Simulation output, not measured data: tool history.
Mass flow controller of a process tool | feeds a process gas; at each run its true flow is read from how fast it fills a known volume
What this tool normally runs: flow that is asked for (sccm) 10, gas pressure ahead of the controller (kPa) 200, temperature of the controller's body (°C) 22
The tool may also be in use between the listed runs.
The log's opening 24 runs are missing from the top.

run,hour,flow that is asked for (sccm),gas pressure ahead of the controller (kPa),temperature of the controller's body (°C),hours of work since the controller was set to zero,hours of work since the controller was changed,true flow (%)
25,2596.1,2,200,22,109,2472,97.99
26,2737.9,2,200,22,157,2520,97.74
27,2883.7,10,217,22,207,2570,98.93
28,3033.0,8,244,32,258,2621,99.66
29,3185.9,9,244,25,310,2673,99.14
30,3294.7,9,244,25,347,2710,99.11
31,3367.3,2,244,29,372,2734,97.92
32,3469.3,2,244,29,407,2769,97.70
33,3539.9,5,274,28,431,2793,98.74
34,3612.2,5,274,28,455,2818,98.84
35,3754.3,5,144,22,504,2866,97.76
36,3821.7,5,144,22,527,2889,97.77
37,3947.7,2,276,36,570,2932,98.01
38,4049.2,2,276,36,604,2967,97.82
39,4124.3,2,276,36,630,2992,97.70
40,4251.3,18,176,34,673,3036,100.32
41,4349.9,10,200,26,707,3069,98.90
42,4482.1,10,200,26,752,3114,99.06
43,4586.8,10,245,33,787,3150,99.60
44,4717.2,3,151,29,832,3194,97.05
45,4881.2,3,151,29,888,3250,96.97
46,4952.0,10,200,24,912,3274,98.77
47,5055.0,10,200,24,947,3309,98.64
48,5184.4,7,154,28,991,3354,98.14

Predict each of these 4 candidate next runs independently; none follows another, all start after run 48:
A,5324.9,10,151,22,1039,3401,?
B,5324.9,3,187,39,1039,3401,?
C,5324.9,4,229,33,1039,3401,?
D,5324.9,5,216,31,1039,3401,?

run,true flow (%)
A,98.25
B,97.60
C,98.07
D,98.12
With the hidden condition removed and each run's random variation left untouched, the same runs would have given:
run,true flow (%)
A,98.70
B,99.60
C,99.51
D,99.24
